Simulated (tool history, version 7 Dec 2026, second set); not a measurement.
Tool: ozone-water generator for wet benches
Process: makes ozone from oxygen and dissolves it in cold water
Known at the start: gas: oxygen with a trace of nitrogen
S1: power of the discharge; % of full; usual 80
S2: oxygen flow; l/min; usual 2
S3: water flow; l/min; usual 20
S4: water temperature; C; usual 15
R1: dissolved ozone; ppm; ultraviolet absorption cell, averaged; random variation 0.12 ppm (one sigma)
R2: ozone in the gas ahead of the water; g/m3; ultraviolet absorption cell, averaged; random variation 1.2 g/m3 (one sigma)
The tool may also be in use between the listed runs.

run    hour  S1    S2  S3  S4    R1     R2
  1       0  80     2  20  15  10.3  224.4
  2    62.3  66     2  20  15   8.8    191
  3   107.9  80  1.19  20  15   8.2  269.3
  4   147.3  80  1.19  20  15   7.9  270.3
  5   189.4  80     2  31  15   6.6  224.7
  6   255.6  80     2  31  15   6.5  222.2
  7   316.8  80     2  20  15  10.4  225.4
  8   400.5  80     2  20  15  10.2  225.4
  9     489  80     2  20  12  10.7  222.3
 10   571.9  80     2  20  19  10.2  221.5
 11   644.9  80     2  20  19   9.9  222.1
 12   701.3  80     2  20  19  10.2  224.8
 13   765.9  80     2  20   9  10.9  223.2
 14   830.2  80     2  28   9   7.4  221.9
 15   880.7  80     2  20  15  10.2  221.8
 16   949.5  80  1.19  23  14   7.1  269.2
 17  1008.6  80  1.19  23  14     7  268.9
 18  1073.1  62  1.74  17  13   9.2  187.6
 19  1159.9  62  1.74  17  13   9.3  186.4
 20  1239.6  62  1.74  17  13   9.5  187.2
 21  1281.9  67  3.42  17  12  12.9    156
 22  1326.4  67  2.69  17  20  10.9  170.9
 23  1365.2  67  2.69  17  20  11.1  169.5
 24    1406  67  2.69  17  20    11  172.1
 25  1483.5  80     2  25  15     8  221.5
 26  1554.6  64     2  24   9   7.4  182.1
 27  1622.4  64     2  28  15   6.2  180.8
       1645  -- water thermometer calibrated
 28  1664.5  81   3.3  24  15  10.7  180.8
 29  1752.1  80  1.59  20  15   9.4  236.2

Forecast each of these 4 alternatives for the next run:
  A  1799  80  3.25  20  15   ?   ?
  B  1799  80     2  20   7   ?   ?
  C  1799  80  1.59  20   9   ?   ?
  D  1799  48  1.65  20   9   ?   ?

run    R1     R2
  A  12.3  185.1
  B    11  217.5
  C   9.7  238.7
  D   6.4  152.3
Without the tool's hidden state the same runs would have given:
run    R1     R2
  A  12.3  189.2
  B    11  222.3
  C   9.7    244
  D   6.4  155.7

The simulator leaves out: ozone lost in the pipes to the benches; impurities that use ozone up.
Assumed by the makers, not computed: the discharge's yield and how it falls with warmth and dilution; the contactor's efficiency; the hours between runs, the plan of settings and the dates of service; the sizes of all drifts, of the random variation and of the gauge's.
